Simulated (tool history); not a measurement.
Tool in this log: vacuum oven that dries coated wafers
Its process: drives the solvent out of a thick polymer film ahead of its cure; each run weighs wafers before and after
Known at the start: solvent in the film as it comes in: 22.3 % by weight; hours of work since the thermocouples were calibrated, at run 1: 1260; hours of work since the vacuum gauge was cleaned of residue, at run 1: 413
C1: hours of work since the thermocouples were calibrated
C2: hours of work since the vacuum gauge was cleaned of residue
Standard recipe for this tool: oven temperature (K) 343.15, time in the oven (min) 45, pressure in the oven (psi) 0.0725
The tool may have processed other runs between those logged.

{"run": 1, "hour": 0.0, "oven temperature (K)": 343.15, "time in the oven (min)": 45, "pressure in the oven (psi)": 0.0725, "C1": 1260, "C2": 413, "solvent left in the film (%)": 4.92}
{"run": 2, "hour": 9.3, "oven temperature (K)": 343.15, "time in the oven (min)": 45, "pressure in the oven (psi)": 0.0725, "C1": 1265, "C2": 418, "solvent left in the film (%)": 4.86}
{"run": 3, "hour": 25.4, "oven temperature (K)": 330.15, "time in the oven (min)": 45, "pressure in the oven (psi)": 0.0725, "C1": 1275, "C2": 428, "solvent left in the film (%)": 9.4}
{"run": 4, "hour": 40.2, "oven temperature (K)": 330.15, "time in the oven (min)": 43, "pressure in the oven (psi)": 0.0725, "C1": 1285, "C2": 437, "solvent left in the film (%)": 9.83}
{"run": 5, "hour": 53.0, "oven temperature (K)": 330.15, "time in the oven (min)": 43, "pressure in the oven (psi)": 0.0725, "C1": 1292, "C2": 445, "solvent left in the film (%)": 9.84}
{"run": 6, "hour": 65.3, "oven temperature (K)": 330.15, "time in the oven (min)": 43, "pressure in the oven (psi)": 0.0725, "C1": 1300, "C2": 453, "solvent left in the film (%)": 9.92}
{"run": 7, "hour": 76.2, "oven temperature (K)": 330.15, "time in the oven (min)": 43, "pressure in the oven (psi)": 0.0725, "C1": 1307, "C2": 460, "solvent left in the film (%)": 9.62}
{"run": 8, "hour": 88.6, "oven temperature (K)": 330.15, "time in the oven (min)": 43, "pressure in the oven (psi)": 0.0725, "C1": 1314, "C2": 467, "solvent left in the film (%)": 9.76}
{"run": 9, "hour": 100.8, "oven temperature (K)": 330.15, "time in the oven (min)": 43, "pressure in the oven (psi)": 0.0725, "C1": 1322, "C2": 475, "solvent left in the film (%)": 9.55}
{"run": 10, "hour": 116.2, "oven temperature (K)": 330.15, "time in the oven (min)": 43, "pressure in the oven (psi)": 0.0725, "C1": 1331, "C2": 484, "solvent left in the film (%)": 9.86}
{"run": 11, "hour": 126.7, "oven temperature (K)": 330.15, "time in the oven (min)": 43, "pressure in the oven (psi)": 0.0725, "C1": 1338, "C2": 491, "solvent left in the film (%)": 9.58}
{"run": 12, "hour": 135.6, "oven temperature (K)": 330.15, "time in the oven (min)": 43, "pressure in the oven (psi)": 0.0725, "C1": 1343, "C2": 496, "solvent left in the film (%)": 9.87}
{"run": 13, "hour": 147.3, "oven temperature (K)": 330.15, "time in the oven (min)": 43, "pressure in the oven (psi)": 0.0725, "C1": 1350, "C2": 503, "solvent left in the film (%)": 9.66}
{"run": 14, "hour": 161.4, "oven temperature (K)": 343.15, "time in the oven (min)": 45, "pressure in the oven (psi)": 0.0725, "C1": 1359, "C2": 512, "solvent left in the film (%)": 5.14}
{"run": 15, "hour": 170.9, "oven temperature (K)": 343.15, "time in the oven (min)": 45, "pressure in the oven (psi)": 0.0725, "C1": 1365, "C2": 518, "solvent left in the film (%)": 5.18}
{"run": 16, "hour": 178.8, "oven temperature (K)": 343.15, "time in the oven (min)": 45, "pressure in the oven (psi)": 0.0725, "C1": 1370, "C2": 523, "solvent left in the film (%)": 5.1}
{"run": 17, "hour": 192.4, "oven temperature (K)": 343.15, "time in the oven (min)": 45, "pressure in the oven (psi)": 0.0725, "C1": 1378, "C2": 531, "solvent left in the film (%)": 5.04}
{"run": 18, "hour": 207.3, "oven temperature (K)": 343.15, "time in the oven (min)": 45, "pressure in the oven (psi)": 0.0725, "C1": 1387, "C2": 540, "solvent left in the film (%)": 5.14}
{"run": 19, "hour": 221.1, "oven temperature (K)": 343.15, "time in the oven (min)": 45, "pressure in the oven (psi)": 0.1505, "C1": 1396, "C2": 549, "solvent left in the film (%)": 5.94}
{"run": 20, "hour": 237.8, "oven temperature (K)": 343.15, "time in the oven (min)": 45, "pressure in the oven (psi)": 0.1505, "C1": 1406, "C2": 559, "solvent left in the film (%)": 5.95}
{"run": 21, "hour": 252.9, "oven temperature (K)": 343.15, "time in the oven (min)": 45, "pressure in the oven (psi)": 0.1505, "C1": 1416, "C2": 568, "solvent left in the film (%)": 5.87}
{"run": 22, "hour": 267.7, "oven temperature (K)": 343.15, "time in the oven (min)": 45, "pressure in the oven (psi)": 0.1505, "C1": 1425, "C2": 578, "solvent left in the film (%)": 5.86}
{"run": 23, "hour": 284.5, "oven temperature (K)": 343.15, "time in the oven (min)": 45, "pressure in the oven (psi)": 0.1269, "C1": 1435, "C2": 588, "solvent left in the film (%)": 5.73}
{"hour": 300.8, "done": "oven's thermocouples calibrated"}
{"run": 24, "hour": 301.7, "oven temperature (K)": 343.15, "time in the oven (min)": 49, "pressure in the oven (psi)": 0.0725, "C1": 1, "C2": 597, "solvent left in the film (%)": 5.18}
{"run": 25, "hour": 314.3, "oven temperature (K)": 343.15, "time in the oven (min)": 49, "pressure in the oven (psi)": 0.0725, "C1": 8, "C2": 605, "solvent left in the film (%)": 5.21}
{"run": 26, "hour": 330.4, "oven temperature (K)": 343.15, "time in the oven (min)": 49, "pressure in the oven (psi)": 0.0725, "C1": 18, "C2": 615, "solvent left in the film (%)": 5.29}
{"run": 27, "hour": 345.4, "oven temperature (K)": 343.15, "time in the oven (min)": 49, "pressure in the oven (psi)": 0.0725, "C1": 27, "C2": 624, "solvent left in the film (%)": 5.26}
{"run": 28, "hour": 354.6, "oven temperature (K)": 355.15, "time in the oven (min)": 49, "pressure in the oven (psi)": 0.1562, "C1": 33, "C2": 630, "solvent left in the film (%)": 2.84}
{"hour": 366.3, "done": "oven's thermocouples calibrated, once more"}
{"run": 29, "hour": 366.9, "oven temperature (K)": 355.15, "time in the oven (min)": 49, "pressure in the oven (psi)": 0.0785, "C1": 0, "C2": 636, "solvent left in the film (%)": 1.4}
{"run": 30, "hour": 374.1, "oven temperature (K)": 355.15, "time in the oven (min)": 49, "pressure in the oven (psi)": 0.0785, "C1": 5, "C2": 641, "solvent left in the film (%)": 1.5}
{"run": 31, "hour": 380.8, "oven temperature (K)": 352.15, "time in the oven (min)": 65, "pressure in the oven (psi)": 0.0725, "C1": 9, "C2": 645, "solvent left in the film (%)": 1.2}
{"run": 32, "hour": 394.8, "oven temperature (K)": 352.15, "time in the oven (min)": 65, "pressure in the oven (psi)": 0.0725, "C1": 18, "C2": 653, "solvent left in the film (%)": 1.33}
{"run": 33, "hour": 408.1, "oven temperature (K)": 349.15, "time in the oven (min)": 35, "pressure in the oven (psi)": 0.2609, "C1": 26, "C2": 662, "solvent left in the film (%)": 5.3}
{"run": 34, "hour": 424.4, "oven temperature (K)": 349.15, "time in the oven (min)": 79, "pressure in the oven (psi)": 0.0777, "C1": 36, "C2": 672, "solvent left in the film (%)": 1.25}
{"run": 35, "hour": 437.3, "oven temperature (K)": 331.15, "time in the oven (min)": 31, "pressure in the oven (psi)": 0.0725, "C1": 44, "C2": 680, "solvent left in the film (%)": 10.31}
{"run": 36, "hour": 452.0, "oven temperature (K)": 343.15, "time in the oven (min)": 45, "pressure in the oven (psi)": 0.1549, "C1": 53, "C2": 689, "solvent left in the film (%)": 4.94}
{"run": 37, "hour": 461.7, "oven temperature (K)": 343.15, "time in the oven (min)": 45, "pressure in the oven (psi)": 0.1549, "C1": 59, "C2": 695, "solvent left in the film (%)": 5.13}
{"run": 38, "hour": 473.0, "oven temperature (K)": 350.15, "time in the oven (min)": 23, "pressure in the oven (psi)": 0.0576, "C1": 66, "C2": 702, "solvent left in the film (%)": 6.06}
{"run": 39, "hour": 486.6, "oven temperature (K)": 343.15, "time in the oven (min)": 50, "pressure in the oven (psi)": 0.0725, "C1": 74, "C2": 710, "solvent left in the film (%)": 3.77}
{"run": 40, "hour": 503.2, "oven temperature (K)": 343.15, "time in the oven (min)": 50, "pressure in the oven (psi)": 0.0725, "C1": 84, "C2": 720, "solvent left in the film (%)": 3.73}
{"run": 41, "hour": 515.6, "oven temperature (K)": 352.15, "time in the oven (min)": 33, "pressure in the oven (psi)": 0.1591, "C1": 92, "C2": 728, "solvent left in the film (%)": 4.06}
{"run": 42, "hour": 524.4, "oven temperature (K)": 345.15, "time in the oven (min)": 36, "pressure in the oven (psi)": 0.0989, "C1": 97, "C2": 733, "solvent left in the film (%)": 5.17}
{"run": 43, "hour": 534.0, "oven temperature (K)": 337.15, "time in the oven (min)": 30, "pressure in the oven (psi)": 0.1891, "C1": 103, "C2": 739, "solvent left in the film (%)": 9.72}
{"run": 44, "hour": 542.2, "oven temperature (K)": 337.15, "time in the oven (min)": 30, "pressure in the oven (psi)": 0.1891, "C1": 108, "C2": 744, "solvent left in the film (%)": 9.81}
{"run": 45, "hour": 550.3, "oven temperature (K)": 331.15, "time in the oven (min)": 40, "pressure in the oven (psi)": 0.0725, "C1": 113, "C2": 749, "solvent left in the film (%)": 9.34}
{"run": 46, "hour": 561.6, "oven temperature (K)": 333.15, "time in the oven (min)": 40, "pressure in the oven (psi)": 0.2605, "C1": 120, "C2": 756, "solvent left in the film (%)": 10.85}
{"run": 47, "hour": 571.0, "oven temperature (K)": 343.15, "time in the oven (min)": 79, "pressure in the oven (psi)": 0.0999, "C1": 126, "C2": 762, "solvent left in the film (%)": 2.4}

Across each entry between runs, compare the hidden state at the last listed run before it with the hidden state at the first listed run after it:
After run 23, before run 24: oven's thermocouples calibrated (hour 300.8)
  true wafer temperature over the reading, C: -3.38 -> -5; true pressure over the reading, kPa: 0.291 -> 0.295
  the result without the hidden state subtracted from the measured one, solvent left in the film (%): +1.46 -> +1.89
After run 28, before run 29: oven's thermocouples calibrated, once more (hour 366.3)
  true wafer temperature over the reading, C: -5.07 -> -0.33; true pressure over the reading, kPa: 0.311 -> 0.314
  the result without the hidden state subtracted from the measured one, solvent left in the film (%): +1.15 -> +0.33
